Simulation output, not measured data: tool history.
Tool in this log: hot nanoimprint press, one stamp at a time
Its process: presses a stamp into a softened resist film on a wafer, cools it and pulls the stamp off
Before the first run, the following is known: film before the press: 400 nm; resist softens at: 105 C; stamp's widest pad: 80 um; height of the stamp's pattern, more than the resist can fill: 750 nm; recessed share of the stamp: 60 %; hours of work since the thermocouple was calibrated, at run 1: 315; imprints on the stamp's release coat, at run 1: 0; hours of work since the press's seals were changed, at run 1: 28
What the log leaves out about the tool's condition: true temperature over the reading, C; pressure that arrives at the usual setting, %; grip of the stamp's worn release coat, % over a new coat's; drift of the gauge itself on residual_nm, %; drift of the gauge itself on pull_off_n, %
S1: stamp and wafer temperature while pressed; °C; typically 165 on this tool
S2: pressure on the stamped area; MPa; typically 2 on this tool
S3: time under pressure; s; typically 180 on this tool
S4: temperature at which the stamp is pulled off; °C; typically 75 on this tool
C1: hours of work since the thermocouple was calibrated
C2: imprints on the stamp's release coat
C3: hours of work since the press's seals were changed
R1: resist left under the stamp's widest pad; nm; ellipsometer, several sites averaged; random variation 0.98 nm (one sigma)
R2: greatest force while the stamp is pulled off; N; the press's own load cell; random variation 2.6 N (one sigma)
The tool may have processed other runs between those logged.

{"run": 1, "day": 0.0, "S1": 165, "S2": 2, "S3": 180, "S4": 75, "C1": 315, "C2": 0, "C3": 28, "R1": 187.7, "R2": 152}
{"day": 1.054, "done": "plate thermocouple calibrated"}
{"run": 2, "day": 1.183, "S1": 165, "S2": 2, "S3": 180, "S4": 76, "C1": 2, "C2": 101, "C3": 45, "R1": 190.5, "R2": 149}
{"run": 3, "day": 1.808, "S1": 165, "S2": 2, "S3": 180, "S4": 76, "C1": 12, "C2": 161, "C3": 54, "R1": 190.9, "R2": 146}
{"run": 4, "day": 2.9, "S1": 165, "S2": 2, "S3": 104, "S4": 76, "C1": 29, "C2": 265, "C3": 72, "R1": 226.1, "R2": 148}
{"run": 5, "day": 4.117, "S1": 165, "S2": 2, "S3": 180, "S4": 75, "C1": 49, "C2": 382, "C3": 91, "R1": 190.3, "R2": 148}
{"run": 6, "day": 5.071, "S1": 163, "S2": 2, "S3": 180, "S4": 75, "C1": 64, "C2": 473, "C3": 106, "R1": 208.6, "R2": 151}
{"run": 7, "day": 6.079, "S1": 165, "S2": 2, "S3": 180, "S4": 65, "C1": 80, "C2": 570, "C3": 122, "R1": 189.5, "R2": 168}
{"day": 7.146, "done": "stamp cleaned and given a new release coat"}
{"run": 8, "day": 7.342, "S1": 165, "S2": 2, "S3": 180, "S4": 65, "C1": 96, "C2": 18, "C3": 138, "R1": 188.2, "R2": 167}
{"run": 9, "day": 8.246, "S1": 165, "S2": 2, "S3": 180, "S4": 65, "C1": 110, "C2": 105, "C3": 153, "R1": 190.1, "R2": 164}
{"run": 10, "day": 9.271, "S1": 165, "S2": 2, "S3": 143, "S4": 75, "C1": 126, "C2": 203, "C3": 169, "R1": 205.4, "R2": 147}
{"run": 11, "day": 9.783, "S1": 165, "S2": 2, "S3": 180, "S4": 75, "C1": 134, "C2": 252, "C3": 177, "R1": 189.6, "R2": 148}
{"run": 12, "day": 10.983, "S1": 165, "S2": 2, "S3": 180, "S4": 75, "C1": 153, "C2": 367, "C3": 196, "R1": 187.9, "R2": 151}
{"run": 13, "day": 11.917, "S1": 165, "S2": 2, "S3": 180, "S4": 75, "C1": 168, "C2": 457, "C3": 211, "R1": 188.2, "R2": 152}
{"run": 14, "day": 13.067, "S1": 165, "S2": 2, "S3": 180, "S4": 75, "C1": 186, "C2": 567, "C3": 229, "R1": 189.4, "R2": 147}
{"run": 15, "day": 13.642, "S1": 165, "S2": 2, "S3": 180, "S4": 75, "C1": 195, "C2": 622, "C3": 238, "R1": 189.4, "R2": 149}
{"day": 14.142, "done": "stamp cleaned and given a new release coat"}
{"run": 16, "day": 14.896, "S1": 165, "S2": 2.98, "S3": 180, "S4": 75, "C1": 211, "C2": 72, "C3": 254, "R1": 155.5, "R2": 147}
{"run": 17, "day": 15.867, "S1": 154, "S2": 2, "S3": 180, "S4": 75, "C1": 227, "C2": 165, "C3": 269, "R1": 293.4, "R2": 146}
{"run": 18, "day": 17.017, "S1": 171, "S2": 1.39, "S3": 115, "S4": 71, "C1": 245, "C2": 275, "C3": 287, "R1": 201.7, "R2": 161}
{"run": 19, "day": 17.654, "S1": 171, "S2": 1.39, "S3": 115, "S4": 71, "C1": 255, "C2": 336, "C3": 298, "R1": 201.8, "R2": 152}
{"run": 20, "day": 18.538, "S1": 165, "S2": 1.54, "S3": 180, "S4": 75, "C1": 269, "C2": 421, "C3": 312, "R1": 210.7, "R2": 151}
{"run": 21, "day": 19.229, "S1": 165, "S2": 1.54, "S3": 180, "S4": 75, "C1": 280, "C2": 487, "C3": 323, "R1": 213.3, "R2": 144}
{"run": 22, "day": 19.846, "S1": 161, "S2": 1.54, "S3": 123, "S4": 78, "C1": 290, "C2": 546, "C3": 332, "R1": 275.4, "R2": 140}
{"run": 23, "day": 20.538, "S1": 160, "S2": 1.88, "S3": 226, "S4": 81, "C1": 301, "C2": 612, "C3": 343, "R1": 224.5, "R2": 137}
{"day": 21.208, "done": "stamp cleaned and given a new release coat"}
{"run": 24, "day": 21.692, "S1": 176, "S2": 2.77, "S3": 141, "S4": 72, "C1": 315, "C2": 47, "C3": 358, "R1": 105.8, "R2": 150}
{"run": 25, "day": 22.346, "S1": 176, "S2": 2.77, "S3": 255, "S4": 69, "C1": 325, "C2": 109, "C3": 368, "R1": 81.9, "R2": 164}
{"day": 22.679, "done": "plate thermocouple calibrated"}
{"run": 26, "day": 23.7, "S1": 176, "S2": 2.77, "S3": 255, "S4": 69, "C1": 16, "C2": 227, "C3": 387, "R1": 82.7, "R2": 160}
{"run": 27, "day": 24.671, "S1": 165, "S2": 2.08, "S3": 180, "S4": 75, "C1": 32, "C2": 320, "C3": 403, "R1": 186.2, "R2": 150}
{"run": 28, "day": 25.846, "S1": 165, "S2": 2.08, "S3": 241, "S4": 65, "C1": 50, "C2": 432, "C3": 421, "R1": 166.7, "R2": 170}
{"run": 29, "day": 26.567, "S1": 165, "S2": 3, "S3": 180, "S4": 81, "C1": 62, "C2": 501, "C3": 433, "R1": 157.1, "R2": 134}
{"run": 30, "day": 27.333, "S1": 165, "S2": 2, "S3": 105, "S4": 73, "C1": 74, "C2": 575, "C3": 445, "R1": 226.4, "R2": 157}
{"run": 31, "day": 28.05, "S1": 169, "S2": 2.88, "S3": 98, "S4": 77, "C1": 85, "C2": 643, "C3": 456, "R1": 168.6, "R2": 140}

What differs in the tool's unlogged condition from the final listed run ahead of each entry between runs to the first listed run following it?
Run 1 -> run 2: plate thermocouple calibrated (day 1.054)
  true temperature over the reading, C: 0.09 -> 0.01; pressure that arrives at the usual setting, %: 99.98 -> 99.97; grip of the stamp's worn release coat, % over a new coat's: 0 -> 0.2
Run 7 -> run 8: stamp cleaned and given a new release coat (day 7.146)
  pressure that arrives at the usual setting, %: 99.93 -> 99.92; grip of the stamp's worn release coat, % over a new coat's: 1 -> 0
Run 15 -> run 16: stamp cleaned and given a new release coat (day 14.142)
  true temperature over the reading, C: 0.06 -> 0.07; pressure that arrives at the usual setting, %: 99.87 -> 99.86; grip of the stamp's worn release coat, % over a new coat's: 1.1 -> 0.1
Run 23 -> run 24: stamp cleaned and given a new release coat (day 21.208)
  pressure that arrives at the usual setting, %: 99.81 -> 99.8; grip of the stamp's worn release coat, % over a new coat's: 1.1 -> 0.1
Run 25 -> run 26: plate thermocouple calibrated (day 22.679)
  true temperature over the reading, C: 0.1 -> 0; pressure that arrives at the usual setting, %: 99.79 -> 99.78; grip of the stamp's worn release coat, % over a new coat's: 0.2 -> 0.4
